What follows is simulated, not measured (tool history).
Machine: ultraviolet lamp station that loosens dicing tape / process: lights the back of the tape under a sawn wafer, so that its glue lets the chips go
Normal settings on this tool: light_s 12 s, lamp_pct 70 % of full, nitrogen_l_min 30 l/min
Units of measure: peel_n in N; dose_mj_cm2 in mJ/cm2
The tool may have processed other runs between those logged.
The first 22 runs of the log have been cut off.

run   hour  light_s  lamp_pct  nitrogen_l_min  peel_n  dose_mj_cm2
 23  168.6       12        63              30   1.234          371
 24  179.2       10        62              10   2.369          299
     184.0  -- window cleaned of glue's vapour, once more
 25  188.6       10        62              14   2.118          310
 26  197.2       10        62              14   2.169          306
 27  206.9       10        62              14   2.182          300
 28  212.1       19        94              13   0.508          880
 29  221.9       14        81              11   1.158          555
 30  228.3       12        87              47   0.568          510
 31  236.2       12        92              21   0.836          535
 32  243.8       12        92              21   0.815          536
 33  250.4       12        98              21   0.764          566
 34  260.0        7        61              21   2.613          208
 35  265.2        7        61              21   2.611          206
 36  275.2       12        86              30   0.777          495
 37  284.6       11        70              26   1.329          375
 38  291.4       22        87              16   0.413          921
 39  297.4       22        87              16   0.414          922
 40  307.5       22        87              24   0.334          911
 41  313.3       22        87              24   0.331          917
 42  323.0        7        87              10   2.527          293

5 ways to go on from here, each from the tool as it stands after run 42. What would each give?
  A  331.0        6        65              11       ?            ?
  B  331.0       21        73              20       ?            ?
  C  331.0       24        63              47       ?            ?
  D  331.0       15        75              23       ?            ?
  E  331.0        8        61              11       ?            ?

run  peel_n  dose_mj_cm2
  A   3.312          186
  B   0.531          726
  C   0.345          714
  D   0.795          533
  E   2.838          229
Without the tool's unlogged condition, the same runs would have read:
run  peel_n  dose_mj_cm2
  A   3.106          207
  B   0.446          810
  C   0.305          797
  D   0.666          595
  E   2.620          255

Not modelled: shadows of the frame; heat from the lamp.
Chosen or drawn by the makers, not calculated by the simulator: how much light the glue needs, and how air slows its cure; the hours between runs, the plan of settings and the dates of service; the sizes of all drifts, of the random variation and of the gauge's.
